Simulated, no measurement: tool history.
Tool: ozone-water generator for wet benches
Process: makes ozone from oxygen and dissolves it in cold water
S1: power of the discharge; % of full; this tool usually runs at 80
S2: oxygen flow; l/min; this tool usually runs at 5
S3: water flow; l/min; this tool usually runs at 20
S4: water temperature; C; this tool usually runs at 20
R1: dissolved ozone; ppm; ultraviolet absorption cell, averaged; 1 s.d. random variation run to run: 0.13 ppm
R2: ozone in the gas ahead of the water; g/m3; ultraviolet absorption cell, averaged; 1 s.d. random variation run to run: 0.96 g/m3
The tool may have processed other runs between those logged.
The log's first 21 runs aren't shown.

Run 22, hour 803.3: usual settings but S1 79 % of full, S2 5.75 l/min, S3 30 l/min, S4 18 C. Result: R1 9.6 ppm, R2 149.2 g/m3.
Run 23, hour 837.3: usual settings but S1 58 % of full, S2 3.92 l/min, S3 30 l/min, S4 18 C. Result: R1 8.2 ppm, R2 164.9 g/m3.
Run 24, hour 884: usual settings but S1 58 % of full, S2 3.92 l/min, S3 30 l/min, S4 18 C. Result: R1 8.3 ppm, R2 163.2 g/m3.
Run 25, hour 918.6: usual settings but S1 72 % of full, S2 5.34 l/min, S3 15 l/min, S4 21 C. Result: R1 17.2 ppm, R2 147.8 g/m3.
Run 26, hour 957.3: usual settings but S1 72 % of full, S2 5.34 l/min, S3 15 l/min, S4 21 C. Result: R1 16.7 ppm, R2 148.1 g/m3.
Run 27, hour 1000.5: usual settings but S1 78 % of full, S3 13 l/min, S4 25 C. Result: R1 18.4 ppm, R2 160.8 g/m3.
Run 28, hour 1044.5: usual settings but S1 47 % of full, S3 22 l/min, S4 28 C. Result: R1 8.8 ppm, R2 126.7 g/m3.
Run 29, hour 1080.4: usual settings but S1 47 % of full, S3 22 l/min, S4 28 C. Result: R1 8.7 ppm, R2 123.9 g/m3.
Run 30, hour 1111.4: usual settings but S1 49 % of full, S3 14 l/min, S4 22 C. Result: R1 14.6 ppm, R2 127.8 g/m3.
Run 31, hour 1151.8: usual settings but S1 51 % of full, S3 17 l/min, S4 21 C. Result: R1 12.8 ppm, R2 131.7 g/m3.
Run 32, hour 1187.1: usual settings but S1 51 % of full, S3 17 l/min, S4 21 C. Result: R1 13 ppm, R2 130.7 g/m3.

Branching from run 32: 5 alternative next runs. What would each branch give?
Run A, hour 1225.5: usual settings but S1 91 % of full, S2 7.24 l/min, S3 21 l/min. Result: R1 ?, R2 ?.
Run B, hour 1225.5: usual settings but S2 4.7 l/min, S3 17 l/min, S4 19 C. Result: R1 ?, R2 ?.
Run C, hour 1225.5: usual settings but S3 16 l/min, S4 18 C. Result: R1 ?, R2 ?.
Run D, hour 1225.5: usual settings but S1 57 % of full, S3 17 l/min, S4 21 C. Result: R1 ?, R2 ?.
Run E, hour 1225.5: usual settings but S4 27 C. Result: R1 ?, R2 ?.

run    R1     R2
  A  13.6  137.1
  B  17.1  170.3
  C    18  164.2
  D  13.6  138.7
  E  12.7  163.1
Had the tool no hidden state, the same runs would have come out as:
run    R1     R2
  A  13.7  137.1
  B  17.1  170.4
  C    18  164.3
  D  13.6  138.8
  E  12.7  163.2

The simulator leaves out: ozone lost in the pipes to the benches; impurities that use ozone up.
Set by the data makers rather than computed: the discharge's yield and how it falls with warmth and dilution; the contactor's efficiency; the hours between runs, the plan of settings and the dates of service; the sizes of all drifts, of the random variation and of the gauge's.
